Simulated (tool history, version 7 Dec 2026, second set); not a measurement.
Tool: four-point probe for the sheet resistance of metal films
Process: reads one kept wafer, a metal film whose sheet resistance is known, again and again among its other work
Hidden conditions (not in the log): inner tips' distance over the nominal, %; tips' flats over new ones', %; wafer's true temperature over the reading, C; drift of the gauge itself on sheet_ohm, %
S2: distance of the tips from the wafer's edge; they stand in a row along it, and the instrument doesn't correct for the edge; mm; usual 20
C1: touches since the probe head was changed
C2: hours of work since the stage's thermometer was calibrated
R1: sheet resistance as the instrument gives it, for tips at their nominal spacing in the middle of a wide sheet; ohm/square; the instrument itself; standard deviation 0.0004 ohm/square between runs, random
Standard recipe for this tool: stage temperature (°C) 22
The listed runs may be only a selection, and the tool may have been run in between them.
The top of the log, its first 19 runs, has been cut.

Run 20, day 15.433: usual settings but stage temperature (°C) 23, S2 41 mm; C1 31985; C2 44. Result: R1 2.006623 ohm/square.
Run 21, day 15.950: usual settings but stage temperature (°C) 28, S2 5 mm; C1 32594; C2 51. Result: R1 2.050616 ohm/square.
Run 22, day 16.725: usual settings but stage temperature (°C) 28, S2 5 mm; C1 33498; C2 61. Result: R1 2.049543 ohm/square.
Run 23, day 17.838: usual settings but stage temperature (°C) 31, S2 14 mm; C1 34799; C2 77. Result: R1 2.012710 ohm/square.
Run 24, day 18.933: usual settings but stage temperature (°C) 31, S2 14 mm; C1 36084; C2 92. Result: R1 2.013635 ohm/square.
Run 25, day 19.912: usual settings but stage temperature (°C) 31, S2 14 mm; C1 37230; C2 105. Result: R1 2.013031 ohm/square.
Run 26, day 20.896: usual settings but stage temperature (°C) 34, S2 54 mm; C1 38383; C2 119. Result: R1 2.008044 ohm/square.
Run 27, day 21.771: usual settings but S2 9 mm; C1 39406; C2 131. Result: R1 2.020560 ohm/square.
Run 28, day 22.512: usual settings but stage temperature (°C) 24, S2 30 mm; C1 40276; C2 141. Result: R1 2.008267 ohm/square.

Run 29 is up next; what results do you expect?
Run 29, day 23.604: usual settings but S2 9 mm; C1 41554; C2 156. Result: R1 ?.

Run 29 yielded R1 2.020296 ohm/square.
Had the tool carried no hidden state, the very same run would have given R1 2.029809 ohm/square.

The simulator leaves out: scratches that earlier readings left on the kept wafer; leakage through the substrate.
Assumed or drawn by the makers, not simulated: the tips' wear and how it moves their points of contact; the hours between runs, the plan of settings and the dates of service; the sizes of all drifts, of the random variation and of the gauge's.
